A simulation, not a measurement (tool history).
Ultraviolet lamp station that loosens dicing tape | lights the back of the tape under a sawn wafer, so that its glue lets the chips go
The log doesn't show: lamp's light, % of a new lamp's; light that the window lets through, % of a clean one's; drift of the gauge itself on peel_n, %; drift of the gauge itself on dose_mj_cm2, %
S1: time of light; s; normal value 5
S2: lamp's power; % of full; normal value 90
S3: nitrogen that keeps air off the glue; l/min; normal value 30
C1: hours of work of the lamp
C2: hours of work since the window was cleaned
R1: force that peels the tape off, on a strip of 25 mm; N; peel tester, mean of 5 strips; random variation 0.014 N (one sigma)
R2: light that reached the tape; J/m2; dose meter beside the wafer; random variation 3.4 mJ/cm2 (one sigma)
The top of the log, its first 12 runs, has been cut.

Run 13, day 26.925: usual settings; C1 622; C2 462. Result: R1 1.102 N, R2 4110 J/m2.
Run 14, day 29.104: usual settings; C1 644; C2 484. Result: R1 1.125 N, R2 4100 J/m2.
Run 15, day 31.392: usual settings; C1 667; C2 507. Result: R1 1.192 N, R2 3980 J/m2.
Run 16, day 33.450: usual settings; C1 687; C2 527. Result: R1 1.180 N, R2 3990 J/m2.
Run 17, day 36.238: usual settings; C1 715; C2 555. Result: R1 1.175 N, R2 3950 J/m2.
Run 18, day 37.988: usual settings; C1 733; C2 573. Result: R1 1.222 N, R2 3940 J/m2.
Run 19, day 40.125: usual settings but S1 3 s; C1 754; C2 594. Result: R1 2.528 N, R2 2330 J/m2.
Run 20, day 42.250: usual settings but S1 3 s; C1 775; C2 615. Result: R1 2.563 N, R2 2260 J/m2.
Run 21, day 44.450: usual settings but S1 3 s; C1 797; C2 637. Result: R1 2.513 N, R2 2250 J/m2.
At day 47.308: window cleaned of glue's vapour.
Run 22, day 47.308: usual settings but S1 2 s, S3 13 l/min; C1 826; C2 0. Result: R1 4.329 N, R2 1660 J/m2.
Run 23, day 49.258: usual settings but S1 2 s, S2 68 % of full, S3 12 l/min; C1 845; C2 20. Result: R1 5.065 N, R2 1220 J/m2.
Run 24, day 51.688: usual settings but S2 63 % of full, S3 10 l/min; C1 870; C2 44. Result: R1 3.206 N, R2 2900 J/m2.
Run 25, day 54.612: usual settings but S1 2 s, S2 92 % of full, S3 19 l/min; C1 899; C2 73. Result: R1 3.946 N, R2 1650 J/m2.
Run 26, day 55.875: usual settings but S1 2 s, S2 85 % of full, S3 52 l/min; C1 912; C2 86. Result: R1 2.969 N, R2 1560 J/m2.
Run 27, day 58.942: usual settings but S1 7 s; C1 942; C2 116. Result: R1 0.663 N, R2 5510 J/m2.
Run 28, day 60.271: usual settings but S1 2 s, S2 82 % of full, S3 44 l/min; C1 956; C2 130. Result: R1 3.394 N, R2 1420 J/m2.
Run 29, day 63.104: usual settings but S1 4 s, S2 61 % of full; C1 984; C2 158. Result: R1 2.764 N, R2 2100 J/m2.
Run 30, day 65.304: usual settings but S1 9 s, S2 94 % of full, S3 11 l/min; C1 1006; C2 180. Result: R1 0.879 N, R2 7260 J/m2.
Run 31, day 67.775: usual settings but S1 3 s, S2 77 % of full; C1 1031; C2 205. Result: R1 2.968 N, R2 1920 J/m2.
Run 32, day 70.600: usual settings but S1 3 s, S2 77 % of full; C1 1059; C2 233. Result: R1 2.918 N, R2 1920 J/m2.

Predict the results of run 33:
Run 33, day 71.992: usual settings but S1 3 s, S2 77 % of full; C1 1073; C2 247. Result: R1 ?, R2 ?.

R1: 2.977 N
R2: 1910 J/m2
The same run, on a tool lacking any hidden state, would have yielded R1 1.963 N, R2 2790 J/m2.

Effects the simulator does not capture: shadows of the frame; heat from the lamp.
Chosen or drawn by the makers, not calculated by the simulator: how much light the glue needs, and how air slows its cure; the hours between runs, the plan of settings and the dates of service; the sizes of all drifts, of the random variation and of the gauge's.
